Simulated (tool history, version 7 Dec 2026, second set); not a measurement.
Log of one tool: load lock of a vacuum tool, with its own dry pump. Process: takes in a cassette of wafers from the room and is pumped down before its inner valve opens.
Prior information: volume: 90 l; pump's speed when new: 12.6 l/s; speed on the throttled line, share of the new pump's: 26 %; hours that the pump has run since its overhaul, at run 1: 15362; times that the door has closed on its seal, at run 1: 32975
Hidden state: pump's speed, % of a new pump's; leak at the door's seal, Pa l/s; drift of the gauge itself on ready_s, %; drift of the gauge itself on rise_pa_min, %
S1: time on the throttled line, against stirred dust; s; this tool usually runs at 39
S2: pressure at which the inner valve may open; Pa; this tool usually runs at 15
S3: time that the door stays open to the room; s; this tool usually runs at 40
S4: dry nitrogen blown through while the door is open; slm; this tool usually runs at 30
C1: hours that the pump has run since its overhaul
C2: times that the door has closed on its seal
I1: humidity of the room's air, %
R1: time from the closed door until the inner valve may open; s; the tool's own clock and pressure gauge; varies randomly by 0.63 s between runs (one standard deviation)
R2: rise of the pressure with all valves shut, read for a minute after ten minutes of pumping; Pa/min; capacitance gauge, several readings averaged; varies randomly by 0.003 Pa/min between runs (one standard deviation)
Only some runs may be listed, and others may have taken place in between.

Run 1, hour 0.0: usual settings; C1 15362; C2 32975; I1 48.3. Result: R1 100.3 s, R2 0.231 Pa/min.
Run 2, hour 334.4: usual settings; C1 15697; C2 34211; I1 44.3. Result: R1 101.5 s, R2 0.232 Pa/min.
Run 3, hour 610.0: usual settings; C1 15972; C2 35230; I1 45.3. Result: R1 101.7 s, R2 0.244 Pa/min.
Run 4, hour 1075.0: usual settings; C1 16438; C2 36949; I1 48.0. Result: R1 102.0 s, R2 0.268 Pa/min.
Run 5, hour 1409.6: usual settings but S2 17 Pa; C1 16772; C2 38186; I1 46.2. Result: R1 102.0 s, R2 0.277 Pa/min.
Run 6, hour 1794.1: usual settings but S4 34 slm; C1 17157; C2 39607; I1 42.8. Result: R1 101.9 s, R2 0.292 Pa/min.
Run 7, hour 2118.6: usual settings but S4 34 slm; C1 17481; C2 40807; I1 41.6. Result: R1 102.9 s, R2 0.302 Pa/min.
Run 8, hour 2512.1: usual settings but S4 34 slm; C1 17875; C2 42262; I1 45.8. Result: R1 103.8 s, R2 0.322 Pa/min.
Run 9, hour 2759.3: usual settings but S1 63 s, S4 34 slm; C1 18122; C2 43175; I1 42.5. Result: R1 119.8 s, R2 0.328 Pa/min.
Run 10, hour 3097.5: usual settings but S1 63 s, S4 34 slm; C1 18460; C2 44426; I1 42.6. Result: R1 121.1 s, R2 0.338 Pa/min.
Run 11, hour 3329.2: usual settings; C1 18692; C2 45282; I1 44.4. Result: R1 102.4 s, R2 0.347 Pa/min.
Run 12, hour 3657.5: usual settings but S2 19 Pa; C1 19020; C2 46496; I1 45.5. Result: R1 101.6 s, R2 0.375 Pa/min.
Run 13, hour 4043.6: usual settings but S3 153 s; C1 19406; C2 47923; I1 41.7. Result: R1 103.9 s, R2 0.413 Pa/min.
Run 14, hour 4280.5: usual settings but S3 54 s; C1 19643; C2 48799; I1 45.6. Result: R1 105.3 s, R2 0.388 Pa/min.
Run 15, hour 4729.8: usual settings but S3 54 s; C1 20092; C2 50460; I1 45.5. Result: R1 104.4 s, R2 0.416 Pa/min.
Run 16, hour 4982.6: usual settings but S3 54 s; C1 20345; C2 51394; I1 45.0. Result: R1 104.8 s, R2 0.438 Pa/min.
Run 17, hour 5224.6: usual settings but S3 54 s; C1 20587; C2 52289; I1 48.2. Result: R1 104.7 s, R2 0.438 Pa/min.
Run 18, hour 5468.3: usual settings but S3 54 s; C1 20831; C2 53190; I1 47.0. Result: R1 104.0 s, R2 0.444 Pa/min.
Run 19, hour 5934.6: usual settings but S3 42 s, S4 12 slm; C1 21297; C2 54914; I1 47.7. Result: R1 106.4 s, R2 0.477 Pa/min.
At hour 6264.7: door's seal changed, seat wiped.
Run 20, hour 6368.1: usual settings but S1 33 s, S2 18 Pa, S3 105 s, S4 28 slm; C1 21729; C2 383; I1 45.7. Result: R1 100.3 s, R2 0.035 Pa/min.
Run 21, hour 6677.2: usual settings but S1 25 s, S2 11 Pa, S3 182 s, S4 15 slm; C1 22038; C2 1526; I1 45.0. Result: R1 100.5 s, R2 0.072 Pa/min.
At hour 6947.7: dry pump taken out, an overhauled one fitted.
Run 22, hour 7118.5: usual settings but S1 25 s, S2 10 Pa, S3 33 s, S4 15 slm; C1 171; C2 3135; I1 46.6. Result: R1 85.8 s, R2 0.025 Pa/min.
Run 23, hour 7612.8: usual settings but S1 25 s, S4 13 slm; C1 665; C2 4962; I1 44.7. Result: R1 82.2 s, R2 0.037 Pa/min.
Run 24, hour 8078.8: usual settings but S1 25 s, S4 13 slm; C1 1131; C2 6685; I1 45.4. Result: R1 83.3 s, R2 0.043 Pa/min.
Run 25, hour 8439.0: usual settings but S1 25 s, S2 16 Pa, S4 13 slm; C1 1491; C2 8017; I1 45.2. Result: R1 83.1 s, R2 0.048 Pa/min.
Run 26, hour 8823.5: usual settings but S1 61 s, S2 11 Pa; C1 1876; C2 9438; I1 47.6. Result: R1 112.1 s, R2 0.043 Pa/min.
Run 27, hour 9052.0: usual settings but S1 41 s, S4 26 slm; C1 2104; C2 10283; I1 45.6. Result: R1 94.3 s, R2 0.047 Pa/min.
Run 28, hour 9453.5: usual settings but S1 72 s, S3 34 s, S4 10 slm; C1 2506; C2 11767; I1 43.3. Result: R1 117.6 s, R2 0.061 Pa/min.
Run 29, hour 9972.6: usual settings but S1 57 s, S3 34 s, S4 10 slm; C1 3025; C2 13686; I1 45.7. Result: R1 107.5 s, R2 0.070 Pa/min.
Run 30, hour 10259.1: usual settings but S1 57 s, S3 34 s, S4 10 slm; C1 3311; C2 14745; I1 45.2. Result: R1 107.6 s, R2 0.076 Pa/min.
Run 31, hour 10481.5: usual settings but S1 21 s, S3 34 s, S4 10 slm; C1 3534; C2 15567; I1 44.4. Result: R1 81.2 s, R2 0.088 Pa/min.
Run 32, hour 10826.0: usual settings but S1 21 s, S2 28 Pa, S3 193 s, S4 10 slm; C1 3878; C2 16841; I1 44.5. Result: R1 76.5 s, R2 0.149 Pa/min.
Run 33, hour 11144.1: usual settings but S1 21 s, S2 28 Pa, S3 193 s, S4 10 slm; C1 4196; C2 18017; I1 45.9. Result: R1 76.2 s, R2 0.155 Pa/min.
Run 34, hour 11442.3: usual settings but S1 68 s, S2 20 Pa, S3 227 s, S4 5 slm; C1 4495; C2 19119; I1 44.1. Result: R1 113.7 s, R2 0.186 Pa/min.
Run 35, hour 11720.8: usual settings but S1 46 s, S2 16 Pa, S4 19 slm; C1 4773; C2 20149; I1 49.3. Result: R1 99.2 s, R2 0.108 Pa/min.
Run 36, hour 12130.6: usual settings but S1 55 s, S2 19 Pa, S4 19 slm; C1 5183; C2 21664; I1 49.7. Result: R1 105.5 s, R2 0.111 Pa/min.

Forecast each of these 4 alternatives for the next run:
Run A, hour 12548.7: usual settings but S1 55 s, S2 17 Pa, S4 6 slm; C1 5601; C2 23209; I1 43.5. Result: R1 ?, R2 ?.
Run B, hour 12548.7: usual settings but S1 55 s, S2 19 Pa, S4 17 slm; C1 5601; C2 23209; I1 44.6. Result: R1 ?, R2 ?.
Run C, hour 12548.7: usual settings but S1 32 s; C1 5601; C2 23209; I1 45.5. Result: R1 ?, R2 ?.
Run D, hour 12548.7: usual settings but S1 55 s, S2 20 Pa, S3 207 s, S4 35 slm; C1 5601; C2 23209; I1 42.4. Result: R1 ?, R2 ?.

run     R1     R2
  A  105.6  0.129
  B  104.4  0.129
  C   91.2  0.122
  D  105.9  0.147
Had the tool no hidden state, the same runs would have come out as:
run     R1     R2
  A  102.9  0.027
  B  101.7  0.024
  C   87.9  0.018
  D  103.2  0.041

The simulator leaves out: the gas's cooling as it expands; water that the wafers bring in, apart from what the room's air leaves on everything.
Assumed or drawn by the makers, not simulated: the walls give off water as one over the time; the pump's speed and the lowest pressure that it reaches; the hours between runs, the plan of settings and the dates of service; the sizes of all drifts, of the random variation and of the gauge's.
